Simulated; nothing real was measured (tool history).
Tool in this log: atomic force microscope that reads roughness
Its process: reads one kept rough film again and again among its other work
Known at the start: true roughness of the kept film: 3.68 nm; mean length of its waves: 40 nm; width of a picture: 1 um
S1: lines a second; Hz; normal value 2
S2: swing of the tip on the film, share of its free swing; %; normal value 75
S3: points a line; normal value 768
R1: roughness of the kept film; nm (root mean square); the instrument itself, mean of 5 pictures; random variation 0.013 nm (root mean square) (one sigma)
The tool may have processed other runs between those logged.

{"run": 1, "hour": 0.0, "S1": 2, "S2": 75, "S3": 768, "R1": 3.074}
{"run": 2, "hour": 5.0, "S1": 2, "S2": 75, "S3": 768, "R1": 3.092}
{"run": 3, "hour": 14.7, "S1": 2, "S2": 75, "S3": 768, "R1": 3.091}
{"run": 4, "hour": 24.6, "S1": 2, "S2": 75, "S3": 768, "R1": 3.038}
{"run": 5, "hour": 31.2, "S1": 2, "S2": 75, "S3": 768, "R1": 3.044}
{"run": 6, "hour": 39.5, "S1": 2, "S2": 75, "S3": 768, "R1": 3.021}
{"run": 7, "hour": 49.8, "S1": 2, "S2": 75, "S3": 768, "R1": 2.996}
{"run": 8, "hour": 57.4, "S1": 2, "S2": 75, "S3": 768, "R1": 3.018}
{"run": 9, "hour": 68.5, "S1": 2, "S2": 75, "S3": 768, "R1": 2.985}
{"run": 10, "hour": 73.2, "S1": 2, "S2": 75, "S3": 768, "R1": 2.949}
{"run": 11, "hour": 80.7, "S1": 2, "S2": 75, "S3": 768, "R1": 2.972}
{"run": 12, "hour": 86.9, "S1": 1.14, "S2": 75, "S3": 768, "R1": 3.048}
{"run": 13, "hour": 93.2, "S1": 2, "S2": 75, "S3": 768, "R1": 2.946}
{"run": 14, "hour": 103.1, "S1": 2, "S2": 75, "S3": 788, "R1": 2.932}
{"run": 15, "hour": 113.8, "S1": 2, "S2": 75, "S3": 768, "R1": 2.906}
{"run": 16, "hour": 123.0, "S1": 2, "S2": 87, "S3": 315, "R1": 2.74}
{"run": 17, "hour": 132.1, "S1": 1.07, "S2": 73, "S3": 315, "R1": 2.982}
{"hour": 135.9, "done": "new tip fitted"}
{"run": 18, "hour": 143.8, "S1": 1.59, "S2": 69, "S3": 770, "R1": 3.295}
{"run": 19, "hour": 149.6, "S1": 0.85, "S2": 59, "S3": 584, "R1": 3.346}
{"run": 20, "hour": 157.1, "S1": 0.85, "S2": 59, "S3": 584, "R1": 3.35}
{"run": 21, "hour": 165.7, "S1": 0.6, "S2": 78, "S3": 450, "R1": 3.271}
{"run": 22, "hour": 173.1, "S1": 2.51, "S2": 67, "S3": 813, "R1": 3.175}
{"run": 23, "hour": 184.4, "S1": 2.51, "S2": 67, "S3": 813, "R1": 3.134}
{"run": 24, "hour": 188.9, "S1": 2, "S2": 56, "S3": 464, "R1": 3.236}
{"run": 25, "hour": 197.8, "S1": 0.68, "S2": 57, "S3": 701, "R1": 3.276}
{"run": 26, "hour": 207.4, "S1": 0.68, "S2": 57, "S3": 701, "R1": 3.264}
{"run": 27, "hour": 216.9, "S1": 0.8, "S2": 60, "S3": 471, "R1": 3.243}
{"run": 28, "hour": 228.0, "S1": 0.8, "S2": 60, "S3": 471, "R1": 3.216}
{"run": 29, "hour": 238.7, "S1": 1.14, "S2": 67, "S3": 471, "R1": 3.154}

Had the tool no unlogged condition, and each run kept its random variation, what would the results have been?
Hidden state present: radius of the tip, nm; height scale over the true one, %; drift of the gauge itself on roughness_nm, %.
run=1 R1=3.193
run=2 R1=3.22
run=3 R1=3.237
run=4 R1=3.199
run=5 R1=3.218
run=6 R1=3.207
run=7 R1=3.198
run=8 R1=3.233
run=9 R1=3.218
run=10 R1=3.186
run=11 R1=3.224
run=12 R1=3.316
run=13 R1=3.216
run=14 R1=3.219
run=15 R1=3.208
run=16 R1=3.038
run=17 R1=3.321
run=18 R1=3.339
run=19 R1=3.403
run=20 R1=3.422
run=21 R1=3.355
run=22 R1=3.272
run=23 R1=3.251
run=24 R1=3.365
run=25 R1=3.423
run=26 R1=3.429
run=27 R1=3.426
run=28 R1=3.416
run=29 R1=3.37

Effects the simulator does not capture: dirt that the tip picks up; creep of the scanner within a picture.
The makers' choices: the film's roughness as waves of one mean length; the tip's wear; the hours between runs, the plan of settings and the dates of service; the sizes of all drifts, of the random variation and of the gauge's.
